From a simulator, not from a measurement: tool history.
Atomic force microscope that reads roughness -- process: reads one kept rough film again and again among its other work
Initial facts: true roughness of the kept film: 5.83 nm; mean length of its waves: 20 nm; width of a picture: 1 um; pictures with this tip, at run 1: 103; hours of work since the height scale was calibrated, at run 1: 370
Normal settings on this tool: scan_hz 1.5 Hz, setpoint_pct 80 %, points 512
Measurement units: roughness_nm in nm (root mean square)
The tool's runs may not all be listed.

run,hour,scan_hz,setpoint_pct,points,pictures with this tip,hours of work since the height scale was calibrated,roughness_nm
1,0,1.5,80,512,103,370,3.078
2,26.7,0.56,80,512,135,388,3.088
3,47.3,0.56,80,497,160,401,2.953
4,68.8,0.56,80,497,186,416,2.811
5,82,1.77,80,512,202,424,2.509
6,103.5,1.77,80,512,228,439,2.394
# hour 107.6: new tip fitted
7,121.7,3.67,80,512,17,451,3.312
8,133.8,1.5,77,512,31,459,3.768
9,152.7,1.5,77,512,54,471,3.551
10,169.2,1.5,77,512,74,483,3.418
11,187.8,1.5,77,512,97,495,3.253
12,205.1,1.5,77,512,118,507,3.138
13,230.9,1.5,68,512,149,524,3.074
14,257.1,1.5,68,512,181,541,2.903
15,277.2,1.5,80,512,205,555,2.629
# hour 301.4: new tip fitted
16,301.4,1.5,80,512,0,571,3.873
17,315.5,1.5,80,420,17,580,3.693
18,326.9,1.5,80,420,31,588,3.546
19,351.5,1.89,80,512,60,604,3.289
20,365.1,1.89,80,512,77,613,3.165
21,382.6,1.89,80,512,98,625,3.011
22,401.9,1.89,80,512,121,638,2.888
23,420.9,1.89,80,267,144,651,2.701
24,433.1,1.89,80,267,159,659,2.665
25,452,1.89,80,267,182,671,2.57
26,477.5,1.5,56,512,213,688,2.798
27,489.6,1.85,67,377,228,697,2.611
# hour 494.4: new tip fitted
28,515.3,1.68,78,737,25,713,3.72
29,540.7,1.43,56,978,56,730,3.794
30,559.1,1.26,56,978,78,743,3.632
31,580,1.45,90,614,103,757,2.957
32,591.4,1.45,61,271,117,764,3.212
33,607.4,1.45,61,271,137,775,3.085
34,628.8,1.03,86,283,163,789,2.74
35,648.5,1.54,71,512,186,802,2.82
36,662.2,1.54,67,465,203,812,2.784
37,674.4,1.5,75,336,218,820,2.616
# hour 686.2: new tip fitted
38,701.3,1.5,55,341,18,837,4.129
39,713.2,2.27,73,915,32,845,3.683
40,739.3,2.27,73,915,64,863,3.443
41,762.9,2.27,73,915,92,879,3.23
42,783.1,2.27,81,452,117,892,2.884

Below, some changes in roughness_nm between adjacent runs. For each, the amount present without the hidden state too (settings, incoming material, random variation) and the amount remaining for the hidden state with gauge scatter not shared by both compared results:
Unlogged tool condition in this case: radius of the tip, nm; height scale over the true one, %; drift of the gauge itself on roughness_nm, %.
Run 6 -> 7: scan_hz 1.77 -> 3.67, new tip fitted. roughness_nm +0.918 nm (root mean square): hidden state +1.364, all else -0.446.
Run 15 -> 16: new tip fitted. roughness_nm +1.244 nm (root mean square): hidden state +1.232, all else +0.012.
Run 27 -> 28: scan_hz 1.85 -> 1.68, setpoint_pct 67 -> 78, points 377 -> 737, new tip fitted. roughness_nm +1.109 nm (root mean square): hidden state +1.26, all else -0.151.
Run 37 -> 38: setpoint_pct 75 -> 55, points 336 -> 341, new tip fitted. roughness_nm +1.513 nm (root mean square): hidden state +1.284, all else +0.229.
